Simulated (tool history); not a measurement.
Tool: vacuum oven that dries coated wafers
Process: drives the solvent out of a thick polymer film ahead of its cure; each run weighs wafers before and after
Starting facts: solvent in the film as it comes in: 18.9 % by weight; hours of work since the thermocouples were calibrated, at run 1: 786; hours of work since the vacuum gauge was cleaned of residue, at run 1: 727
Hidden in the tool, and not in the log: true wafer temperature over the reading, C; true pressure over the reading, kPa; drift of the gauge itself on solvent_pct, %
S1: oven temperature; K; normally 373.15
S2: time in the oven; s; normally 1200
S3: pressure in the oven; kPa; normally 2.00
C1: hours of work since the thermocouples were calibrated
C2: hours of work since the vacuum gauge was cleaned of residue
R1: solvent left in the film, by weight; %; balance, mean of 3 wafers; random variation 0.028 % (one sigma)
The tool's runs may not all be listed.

run	hour	S1	S2	S3	C1	C2	R1
1	0.0	373.15	1200	2.00	786	727	4.07
2	24.8	362.15	1200	2.00	796	737	7.66
3	49.7	362.15	1200	2.00	807	748	7.61
4	91.0	373.15	1200	2.48	825	766	4.28
5	120.0	373.15	1200	2.48	837	778	4.32
6	173.2	373.15	1200	1.76	860	801	4.02
7	205.9	373.15	1200	2.38	874	815	4.22
# hour 211.3: vacuum gauge cleaned of residue and calibrated
8	252.0	373.15	1200	2.38	893	17	4.28
9	304.9	373.15	1200	4.51	915	40	5.09
10	329.0	373.15	1200	4.51	926	50	5.16
11	360.1	373.15	780	2.00	939	63	6.41
12	397.0	374.15	780	2.00	954	79	6.07
# hour 425.6: vacuum gauge cleaned of residue and calibrated, once more
13	451.9	373.15	1200	1.03	977	11	3.71
14	504.1	385.15	780	7.88	1000	33	4.48
15	535.8	376.15	1440	2.00	1013	47	2.51
16	558.0	373.15	1620	2.00	1022	56	2.79
17	594.0	381.15	900	7.00	1038	72	4.83
18	648.2	387.15	1020	2.01	1061	95	1.63
19	682.3	363.15	1020	2.01	1075	109	8.20
20	717.8	386.15	1020	1.99	1091	125	1.78
21	771.4	372.15	900	4.14	1113	147	6.67
22	796.7	372.15	900	4.14	1124	158	6.65
23	847.3	372.15	1020	2.13	1146	180	5.31

Forecast each of these 5 alternatives for the next run:
A	888.7	366.15	1560	2.00	1163	197	?
B	888.7	373.15	1200	5.31	1163	197	?
C	888.7	362.15	900	2.33	1163	197	?
D	888.7	373.15	1680	7.48	1163	197	?
E	888.7	372.15	1920	2.13	1163	197	?

run	R1
A	5.03
B	5.49
C	9.28
D	5.01
E	2.53
What these runs would have given with no unlogged condition in the tool:
run	R1
A	4.41
B	4.89
C	8.68
D	4.47
E	2.12
